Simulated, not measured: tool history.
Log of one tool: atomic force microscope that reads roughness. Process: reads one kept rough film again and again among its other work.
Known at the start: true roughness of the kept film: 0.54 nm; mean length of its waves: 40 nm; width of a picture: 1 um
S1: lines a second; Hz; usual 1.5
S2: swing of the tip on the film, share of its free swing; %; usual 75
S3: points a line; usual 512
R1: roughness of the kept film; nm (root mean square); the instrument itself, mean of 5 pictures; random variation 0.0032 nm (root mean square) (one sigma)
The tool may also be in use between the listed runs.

| run | hour | S1 | S2 | S3 | R1 |
|---|---|---|---|---|---|
| 1 | 0 | 1.5 | 75 | 512 | 0.461 |
| 2 | 11.1 | 1.5 | 75 | 728 | 0.465 |
| 3 | 17.1 | 1.5 | 57 | 512 | 0.482 |
| 4 | 30.5 | 1.03 | 57 | 512 | 0.487 |
| 5 | 39.5 | 1.5 | 77 | 512 | 0.448 |
|  | 41.3 | new tip fitted |
| 6 | 47.3 | 1.5 | 77 | 512 | 0.477 |
| 7 | 56.9 | 1.5 | 77 | 512 | 0.469 |
| 8 | 63.5 | 2.13 | 77 | 512 | 0.455 |
| 9 | 72.6 | 1.5 | 75 | 948 | 0.475 |
| 10 | 78.7 | 1.5 | 75 | 948 | 0.476 |
| 11 | 85.5 | 1.5 | 75 | 948 | 0.478 |
| 12 | 99.8 | 1.5 | 75 | 948 | 0.472 |
| 13 | 108.9 | 1.5 | 75 | 948 | 0.477 |
| 14 | 116.3 | 1.48 | 71 | 853 | 0.481 |

Forecast run 15:
| 15 | 125.2 | 3.85 | 75 | 769 | ? |

R1: 0.408 nm (root mean square)
Without the tool's hidden state the same run would have given R1 0.422 nm (root mean square).

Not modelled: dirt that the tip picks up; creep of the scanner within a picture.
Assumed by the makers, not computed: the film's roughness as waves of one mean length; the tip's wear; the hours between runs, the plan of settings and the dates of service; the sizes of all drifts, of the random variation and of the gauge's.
